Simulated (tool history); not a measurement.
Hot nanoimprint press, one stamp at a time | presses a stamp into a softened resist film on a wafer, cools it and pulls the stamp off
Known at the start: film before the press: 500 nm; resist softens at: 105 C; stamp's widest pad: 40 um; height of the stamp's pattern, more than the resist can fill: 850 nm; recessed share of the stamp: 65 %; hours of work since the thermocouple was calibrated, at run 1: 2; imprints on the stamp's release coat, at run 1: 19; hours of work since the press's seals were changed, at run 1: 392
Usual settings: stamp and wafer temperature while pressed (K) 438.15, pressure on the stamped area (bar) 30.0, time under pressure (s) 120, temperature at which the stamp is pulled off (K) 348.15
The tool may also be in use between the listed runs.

run    hour  stamp and wafer temperature while pressed (K)  pressure on the stamped area (bar)  time under pressure (s)  temperature at which the stamp is pulled off (K)  hours of work since the thermocouple was calibrated  imprints on the stamp's release coat  hours of work since the press's seals were changed  resist left under the stamp's widest pad (Å)  greatest force while the stamp is pulled off (N)
  1     0.0                                         438.15                                30.0                      120                                            348.15                                                    2                                    19                                                 392                                          2756                                               242
  2    97.6                                         438.15                                30.0                      120                                            334.15                                                   50                                   368                                                 439                                          2745                                               318
  3   162.0                                         438.15                                30.0                      120                                            337.15                                                   82                                   600                                                 471                                          2752                                               312
  4   233.5                                         438.15                                30.0                      120                                            356.15                                                  117                                   856                                                 506                                          2748                                               188
  5   276.1                                         438.15                                30.0                      155                                            356.15                                                  138                                  1009                                                 527                                          2526                                               186
  6   353.7                                         438.15                                30.0                      155                                            356.15                                                  176                                  1287                                                 565                                          2527                                               190
  7   406.4                                         438.15                                30.0                      120                                            348.15                                                  201                                  1476                                                 590                                          2740                                               227
  8   463.6                                         438.15                                35.1                      120                                            348.15                                                  229                                  1681                                                 618                                          2554                                               240
  9   511.1                                         438.15                                35.1                      120                                            348.15                                                  253                                  1852                                                 642                                          2543                                               242
      560.9  -- plate thermocouple calibrated
      586.7  -- stamp cleaned and given a new release coat
 10   596.5                                         438.15                                35.1                      120                                            348.15                                                   14                                    36                                                 679                                          2549                                               238
 11   690.2                                         438.15                                30.0                      120                                            348.15                                                   60                                   372                                                 725                                          2746                                               235
 12   741.4                                         438.15                                30.0                      120                                            348.15                                                   85                                   556                                                 750                                          2749                                               230
 13   824.1                                         438.15                                30.0                       82                                            348.15                                                  126                                   852                                                 790                                          3083                                               240
 14   919.9                                         438.15                                30.0                       82                                            348.15                                                  173                                  1196                                                 837                                          3080                                               235
 15   980.5                                         438.15                                30.0                       82                                            348.15                                                  202                                  1413                                                 867                                          3071                                               232
 16  1041.2                                         429.15                                35.0                      153                                            342.15                                                  232                                  1631                                                 897                                          3322                                               270
     1093.2  -- press's hydraulic seals changed and the load cell set to zero
 17  1113.2                                         427.15                                35.0                       86                                            342.15                                                  263                                  1860                                                  10                                          3979                                               274
     1142.6  -- plate thermocouple calibrated
     1181.1  -- stamp cleaned and given a new release coat
 18  1181.1                                         427.15                                35.0                       86                                            342.15                                                   16                                     0                                                  39                                          3969                                               272
 19  1223.0                                         427.15                                35.0                       86                                            342.15                                                   36                                   150                                                  59                                          3989                                               274
 20  1267.5                                         438.15                                30.0                      176                                            348.15                                                   58                                   309                                                  81                                          2421                                               239
 21  1327.4                                         438.15                                30.0                      176                                            348.15                                                   88                                   524                                                 110                                          2420                                               242
 22  1392.2                                         448.15                                30.0                      120                                            340.15                                                  119                                   757                                                 142                                          1903                                               294
 23  1445.5                                         426.15                                23.8                      161                                            352.15                                                  145                                   948                                                 168                                          4041                                               211
 24  1535.7                                         432.15                                21.5                      161                                            345.15                                                  189                                  1272                                                 212                                          3535                                               260
 25  1582.3                                         432.15                                21.5                      161                                            345.15                                                  212                                  1439                                                 235                                          3543                                               254
 26  1629.5                                         432.15                                21.5                      161                                            345.15                                                  235                                  1608                                                 258                                          3537                                               260
 27  1697.4                                         438.15                                38.0                      120                                            356.15                                                  269                                  1851                                                 291                                          2467                                               191
     1711.7  -- plate thermocouple calibrated
     1769.5  -- stamp cleaned and given a new release coat
 28  1800.4                                         438.15                                39.1                      120                                            339.15                                                   40                                   111                                                 337                                          2420                                               293
 29  1872.4                                         438.15                                39.1                      100                                            339.15                                                   76                                   369                                                 373                                          2580                                               296

Forecast each of these 5 alternatives for the next run:
  A  1962.4                                         438.15                                30.2                      165                                            348.15                                                  120                                   691                                                 417                                             ?                                                 ?
  B  1962.4                                         438.15                                30.0                       71                                            348.15                                                  120                                   691                                                 417                                             ?                                                 ?
  C  1962.4                                         436.15                                30.0                      120                                            348.15                                                  120                                   691                                                 417                                             ?                                                 ?
  D  1962.4                                         438.15                                24.8                      100                                            352.15                                                  120                                   691                                                 417                                             ?                                                 ?
  E  1962.4                                         438.15                                30.0                      144                                            352.15                                                  120                                   691                                                 417                                             ?                                                 ?

run  resist left under the stamp's widest pad (Å)  greatest force while the stamp is pulled off (N)
  A                                          2466                                               241
  B                                          3200                                               246
  C                                          2960                                               250
  D                                          3148                                               214
  E                                          2594                                               216
Without the tool's hidden state the same runs would have given:
run  resist left under the stamp's widest pad (Å)  greatest force while the stamp is pulled off (N)
  A                                          2466                                               239
  B                                          3200                                               245
  C                                          2959                                               248
  D                                          3147                                               213
  E                                          2594                                               215
